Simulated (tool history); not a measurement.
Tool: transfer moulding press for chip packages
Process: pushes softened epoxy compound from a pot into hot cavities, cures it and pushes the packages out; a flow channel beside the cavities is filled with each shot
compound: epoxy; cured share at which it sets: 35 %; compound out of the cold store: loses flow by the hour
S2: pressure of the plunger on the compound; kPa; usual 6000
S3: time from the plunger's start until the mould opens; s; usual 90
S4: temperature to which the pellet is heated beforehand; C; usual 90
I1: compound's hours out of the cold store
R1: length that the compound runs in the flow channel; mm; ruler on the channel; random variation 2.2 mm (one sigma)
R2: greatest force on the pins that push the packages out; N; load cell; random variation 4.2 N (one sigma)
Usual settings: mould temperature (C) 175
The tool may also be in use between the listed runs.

Run 1, hour 0: usual settings; I1 20.3. Result: R1 608 mm, R2 194 N.
Run 2, hour 32.2: usual settings; I1 15.3. Result: R1 620 mm, R2 254 N.
Run 3, hour 55.5: usual settings; I1 11.3. Result: R1 626 mm, R2 280 N.
At hour 71: cavities cleaned with cleaning compound and waxed.
Run 4, hour 85.6: usual settings; I1 34.2. Result: R1 578 mm, R2 309 N.
Run 5, hour 125.4: usual settings; I1 17.1. Result: R1 606 mm, R2 323 N.
At hour 139: cavities cleaned with cleaning compound and waxed.
Run 6, hour 181.1: usual settings; I1 13.2. Result: R1 609 mm, R2 269 N.
At hour 208: cavities cleaned with cleaning compound and waxed.
Run 7, hour 220.1: usual settings; I1 23.3. Result: R1 583 mm, R2 226 N.
At hour 231.9: mould's thermocouples calibrated.
Run 8, hour 271.1: usual settings but mould temperature (C) 181; I1 35.4. Result: R1 539 mm, R2 243 N.
At hour 280.1: cavities cleaned with cleaning compound and waxed.
Run 9, hour 324: usual settings but mould temperature (C) 181; I1 35.9. Result: R1 534 mm, R2 222 N.
At hour 335.3: cavities cleaned with cleaning compound and waxed, once more.
Run 10, hour 353.3: usual settings but mould temperature (C) 181; I1 29.5. Result: R1 544 mm, R2 209 N.
Run 11, hour 391.8: usual settings but S3 124 s; I1 12.9. Result: R1 589 mm, R2 236 N.
At hour 405.3: cavities cleaned with cleaning compound and waxed.
At hour 439.7: plunger's sealing rings changed.
Run 12, hour 442.8: usual settings but S3 124 s; I1 19.8. Result: R1 620 mm, R2 217 N.
At hour 475.2: cavities cleaned with cleaning compound and waxed.
Run 13, hour 498.2: usual settings but S3 124 s; I1 41.2. Result: R1 575 mm, R2 207 N.
Run 14, hour 533.2: usual settings but S3 124 s; I1 18.7. Result: R1 610 mm, R2 234 N.
At hour 544.8: cavities cleaned with cleaning compound and waxed.
Run 15, hour 573.9: usual settings but S3 124 s; I1 13.2. Result: R1 618 mm, R2 212 N.
Run 16, hour 608.8: usual settings but mould temperature (C) 173, S3 114 s, S4 94 C; I1 46.1. Result: R1 556 mm, R2 242 N.
At hour 614.4: cavities cleaned with cleaning compound and waxed.
Run 17, hour 651.7: usual settings but mould temperature (C) 182, S3 114 s, S4 94 C; I1 17.4. Result: R1 581 mm, R2 217 N.
At hour 681.4: cavities cleaned with cleaning compound and waxed.
Run 18, hour 705.7: usual settings but mould temperature (C) 170, S2 5830 kPa, S3 74 s, S4 93 C; I1 10.9. Result: R1 617 mm, R2 525 N.
Run 19, hour 737.7: usual settings but mould temperature (C) 169, S2 7370 kPa, S3 105 s, S4 84 C; I1 17.8. Result: R1 677 mm, R2 313 N.
At hour 752.4: cavities cleaned with cleaning compound and waxed.
Run 20, hour 794.1: usual settings but mould temperature (C) 169, S2 7370 kPa, S3 105 s, S4 84 C; I1 9.2. Result: R1 688 mm, R2 305 N.
At hour 807.5: mould's thermocouples calibrated.
At hour 821.5: cavities cleaned with cleaning compound and waxed.
Run 21, hour 835.8: usual settings but mould temperature (C) 169, S2 7370 kPa, S3 105 s, S4 84 C; I1 46.4. Result: R1 603 mm, R2 244 N.
At hour 889.5: cavities cleaned with cleaning compound and waxed.
Run 22, hour 892.2: usual settings but S2 5820 kPa; I1 40.8. Result: R1 525 mm, R2 212 N.
At hour 922.1: plunger's sealing rings changed.
Run 23, hour 944.1: usual settings but S2 5820 kPa; I1 12. Result: R1 621 mm, R2 290 N.
At hour 962.3: cavities cleaned with cleaning compound and waxed.
Run 24, hour 970.8: usual settings but mould temperature (C) 172, S2 5000 kPa; I1 29.7. Result: R1 550 mm, R2 260 N.
Run 25, hour 1020.2: usual settings but S4 85 C; I1 18.9. Result: R1 608 mm, R2 291 N.
At hour 1029.8: cavities cleaned with cleaning compound and waxed.
Run 26, hour 1049.1: usual settings but S4 85 C; I1 17.4. Result: R1 607 mm, R2 244 N.
Run 27, hour 1085.3: usual settings but mould temperature (C) 170, S2 5390 kPa, S3 106 s, S4 81 C; I1 9.2. Result: R1 605 mm, R2 293 N.

Forecast each of these 3 alternatives for the next run:
At hour 1098.4: cavities cleaned with cleaning compound and waxed.
Run A, hour 1127.9: usual settings but mould temperature (C) 173, S3 86 s; I1 34.5. Result: R1 ?, R2 ?.
At hour 1098.4: cavities cleaned with cleaning compound and waxed.
Run B, hour 1127.9: usual settings but mould temperature (C) 168, S3 116 s; I1 46.7. Result: R1 ?, R2 ?.
At hour 1098.4: cavities cleaned with cleaning compound and waxed.
Run C, hour 1127.9: usual settings but mould temperature (C) 168, S2 4620 kPa, S3 72 s; I1 37.4. Result: R1 ?, R2 ?.

run   R1   R2
  A  571  299
  B  564  244
  C  513  598
Without the tool's hidden state the same runs would have given:
run   R1   R2
  A  595  238
  B  587  192
  C  534  475
